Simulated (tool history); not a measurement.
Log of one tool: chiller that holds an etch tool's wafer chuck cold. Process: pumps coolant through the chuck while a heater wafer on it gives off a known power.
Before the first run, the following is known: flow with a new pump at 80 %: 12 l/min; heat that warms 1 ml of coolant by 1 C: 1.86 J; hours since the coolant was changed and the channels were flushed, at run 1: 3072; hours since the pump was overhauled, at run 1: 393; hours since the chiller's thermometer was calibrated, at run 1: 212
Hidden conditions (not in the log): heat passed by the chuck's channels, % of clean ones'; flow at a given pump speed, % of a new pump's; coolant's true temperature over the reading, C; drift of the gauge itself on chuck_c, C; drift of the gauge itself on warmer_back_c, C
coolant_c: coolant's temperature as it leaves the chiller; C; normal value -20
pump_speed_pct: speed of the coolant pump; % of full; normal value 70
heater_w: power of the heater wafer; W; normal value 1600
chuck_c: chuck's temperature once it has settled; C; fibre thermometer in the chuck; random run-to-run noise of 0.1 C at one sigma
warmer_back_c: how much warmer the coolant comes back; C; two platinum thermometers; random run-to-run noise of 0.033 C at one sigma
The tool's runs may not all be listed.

| run | hour | coolant_c | pump_speed_pct | heater_w | hours since the coolant was changed and the channels were flushed | hours since the pump was overhauled | hours since the chiller's thermometer was calibrated | chuck_c | warmer_back_c |
|---|---|---|---|---|---|---|---|---|---|
| 1 | 0.0 | -20 | 70 | 1600 | 3072 | 393 | 212 | -4.6 | 4.87 |
| 2 | 51.5 | -20 | 70 | 1600 | 3123 | 445 | 263 | -4.7 | 4.92 |
| 3 | 96.0 | -15 | 70 | 1600 | 3168 | 489 | 308 | 0.3 | 4.88 |
| 4 | 151.0 | -15 | 70 | 1600 | 3223 | 544 | 363 | 0.3 | 4.93 |
| 5 | 198.1 | -15 | 70 | 1600 | 3270 | 591 | 410 | 0.3 | 4.96 |
| 6 | 248.1 | -15 | 61 | 1600 | 3320 | 641 | 460 | 1.7 | 5.69 |
| 7 | 275.0 | -20 | 70 | 1600 | 3347 | 668 | 487 | -4.7 | 4.92 |
| 8 | 320.9 | -20 | 70 | 1600 | 3393 | 714 | 533 | -4.8 | 4.96 |
| 9 | 356.9 | -20 | 70 | 1600 | 3429 | 750 | 569 | -4.7 | 4.99 |

Run 10, settings as shown, results not yet in. Your forecast:
| 10 | 404.8 | -12 | 70 | 883 | 3476 | 798 | 617 | ? | ? |

{"run 10": {"chuck_c": -3.5, "warmer_back_c": 2.78}}
Minus the tool's unlogged condition, the same run would have read chuck_c -3.5 C, warmer_back_c 2.70 C.
